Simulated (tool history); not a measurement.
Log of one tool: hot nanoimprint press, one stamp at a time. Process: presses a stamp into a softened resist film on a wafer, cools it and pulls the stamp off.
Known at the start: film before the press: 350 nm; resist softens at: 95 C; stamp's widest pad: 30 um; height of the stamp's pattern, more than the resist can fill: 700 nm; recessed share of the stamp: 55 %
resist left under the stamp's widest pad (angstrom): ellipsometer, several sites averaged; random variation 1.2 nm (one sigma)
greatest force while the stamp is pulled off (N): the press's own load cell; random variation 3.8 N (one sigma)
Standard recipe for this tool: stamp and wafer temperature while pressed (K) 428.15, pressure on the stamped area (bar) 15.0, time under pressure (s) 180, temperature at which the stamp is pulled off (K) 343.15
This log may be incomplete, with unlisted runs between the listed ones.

run	day	stamp and wafer temperature while pressed (K)	pressure on the stamped area (bar)	time under pressure (s)	temperature at which the stamp is pulled off (K)	resist left under the stamp's widest pad (angstrom)	greatest force while the stamp is pulled off (N)
1	0.000	428.15	15.0	180	343.15	1783	199
2	0.400	428.15	15.0	180	343.15	1822	206
3	1.283	428.15	15.0	180	343.15	1800	207
4	1.679	428.15	15.0	180	343.15	1792	202
5	2.612	428.15	15.0	180	343.15	1804	208
6	3.050	428.15	15.0	180	343.15	1802	217
# day 3.633: stamp cleaned and given a new release coat
7	4.104	428.15	15.0	180	343.15	1788	177
8	4.700	428.15	15.0	180	343.15	1801	189
9	5.354	428.15	15.0	180	343.15	1783	181
10	5.733	428.15	15.0	180	343.15	1775	195
11	6.175	428.15	15.0	180	343.15	1785	188
12	6.988	428.15	15.0	154	343.15	1886	189
13	7.642	428.15	15.0	151	339.15	1890	193

Estimate the outcome of run 14 from the log above:
14	8.208	428.15	16.5	180	348.15	?	?

Run 14 gave resist left under the stamp's widest pad (angstrom) 1713, greatest force while the stamp is pulled off (N) 184.
Were there no unlogged condition in the tool, this run, its random variation unchanged, would have produced resist left under the stamp's widest pad (angstrom) 1824, greatest force while the stamp is pulled off (N) 173.
